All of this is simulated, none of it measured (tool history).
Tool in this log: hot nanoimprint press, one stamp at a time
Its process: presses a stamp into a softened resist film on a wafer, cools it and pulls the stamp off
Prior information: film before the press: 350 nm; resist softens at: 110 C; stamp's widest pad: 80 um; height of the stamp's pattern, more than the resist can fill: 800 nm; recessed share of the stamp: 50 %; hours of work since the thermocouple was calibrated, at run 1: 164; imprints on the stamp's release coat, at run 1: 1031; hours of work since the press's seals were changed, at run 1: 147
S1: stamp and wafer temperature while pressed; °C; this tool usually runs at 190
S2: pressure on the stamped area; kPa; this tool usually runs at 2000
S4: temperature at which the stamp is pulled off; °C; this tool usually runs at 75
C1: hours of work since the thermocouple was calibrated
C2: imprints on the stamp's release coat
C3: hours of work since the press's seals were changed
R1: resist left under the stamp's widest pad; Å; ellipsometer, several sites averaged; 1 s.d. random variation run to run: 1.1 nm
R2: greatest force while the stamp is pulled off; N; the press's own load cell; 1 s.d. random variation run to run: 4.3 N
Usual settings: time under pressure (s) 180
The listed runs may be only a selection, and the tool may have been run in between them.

Run 1, day 0: usual settings; C1 164; C2 1031; C3 147. Result: R1 1610 Å, R2 285 N.
Run 2, day 0.696: usual settings; C1 176; C2 1087; C3 159. Result: R1 1626 Å, R2 292 N.
Run 3, day 1.096: usual settings; C1 182; C2 1119; C3 166. Result: R1 1646 Å, R2 298 N.
Run 4, day 1.679: usual settings; C1 192; C2 1166; C3 176. Result: R1 1643 Å, R2 296 N.
Run 5, day 2.05: usual settings; C1 198; C2 1196; C3 182. Result: R1 1671 Å, R2 293 N.
Run 6, day 2.567: usual settings; C1 207; C2 1237; C3 190. Result: R1 1630 Å, R2 304 N.
Run 7, day 3.154: usual settings but S1 182 °C, S2 2210 kPa, S4 67 °C; C1 217; C2 1284; C3 200. Result: R1 2194 Å, R2 335 N.
Run 8, day 3.725: usual settings but S1 195 °C, S2 3070 kPa, S4 76 °C; C1 226; C2 1330; C3 210. Result: R1 1078 Å, R2 311 N.
Run 9, day 4.142: usual settings but S1 195 °C, S2 3070 kPa, S4 76 °C; C1 233; C2 1364; C3 217. Result: R1 1078 Å, R2 308 N.
Run 10, day 4.575: usual settings but S1 182 °C, time under pressure (s) 221, S4 76 °C; C1 240; C2 1398; C3 224. Result: R1 2145 Å, R2 313 N.
Run 11, day 5.296: usual settings but S1 178 °C; C1 253; C2 1456; C3 236. Result: R1 2615 Å, R2 309 N.
Run 12, day 5.888: usual settings but S2 2320 kPa; C1 262; C2 1504; C3 246. Result: R1 1560 Å, R2 331 N.

Here are 3 independent what-if runs from the current tool condition. What would each one return?
Run A, day 6.2: usual settings but S2 2720 kPa, time under pressure (s) 289; C1 268; C2 1529; C3 251. Result: R1 ?, R2 ?.
Run B, day 6.2: usual settings but S1 182 °C, S2 2530 kPa, S4 63 °C; C1 268; C2 1529; C3 251. Result: R1 ?, R2 ?.
Run C, day 6.2: usual settings but S2 1240 kPa, time under pressure (s) 208; C1 268; C2 1529; C3 251. Result: R1 ?, R2 ?.

run    R1   R2
  A  1192  328
  B  2110  362
  C  1953  327
With no hidden state in the tool, these same runs would have given:
run    R1   R2
  A  1141  208
  B  2036  229
  C  1896  207

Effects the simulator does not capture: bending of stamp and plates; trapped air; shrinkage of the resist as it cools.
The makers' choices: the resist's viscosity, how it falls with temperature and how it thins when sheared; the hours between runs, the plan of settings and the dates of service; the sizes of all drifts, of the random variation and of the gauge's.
